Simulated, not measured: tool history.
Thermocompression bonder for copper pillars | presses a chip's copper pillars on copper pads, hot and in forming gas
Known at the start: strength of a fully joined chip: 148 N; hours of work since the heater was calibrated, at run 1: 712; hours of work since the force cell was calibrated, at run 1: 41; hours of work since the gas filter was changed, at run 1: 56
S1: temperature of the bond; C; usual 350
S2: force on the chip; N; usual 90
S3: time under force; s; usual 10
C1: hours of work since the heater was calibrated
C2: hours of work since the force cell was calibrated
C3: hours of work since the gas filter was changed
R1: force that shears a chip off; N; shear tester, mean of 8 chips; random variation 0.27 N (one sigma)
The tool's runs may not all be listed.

run 1 day=0 | S1=350 S2=90 S3=10 | C1=712 C2=41 C3=56 | R1=73.8
run 2 day=0.454 | S1=350 S2=90 S3=6 | C1=717 C2=45 C3=61 | R1=61
run 3 day=0.954 | S1=350 S2=90 S3=10 | C1=722 C2=50 C3=66 | R1=73.7
run 4 day=1.242 | S1=350 S2=90 S3=10 | C1=724 C2=53 C3=68 | R1=73.9
run 5 day=1.683 | S1=338 S2=90 S3=10 | C1=729 C2=57 C3=73 | R1=63.9
run 6 day=2.262 | S1=350 S2=90 S3=10 | C1=734 C2=63 C3=78 | R1=74.1
run 7 day=2.504 | S1=350 S2=90 S3=10 | C1=737 C2=65 C3=81 | R1=73.7
run 8 day=3.038 | S1=350 S2=90 S3=10 | C1=742 C2=71 C3=86 | R1=73.4
run 9 day=3.475 | S1=350 S2=90 S3=10 | C1=746 C2=75 C3=90 | R1=73.9
run 10 day=3.858 | S1=350 S2=90 S3=10 | C1=750 C2=79 C3=94 | R1=74

The next listed run, before its measurement:
run 11 day=4.433 | S1=350 S2=90 S3=10 | C1=756 C2=84 C3=100 | R1=?

Run 11 gave R1 73.6 N.
Without the tool's hidden state the same run would have given R1 73.6 N.
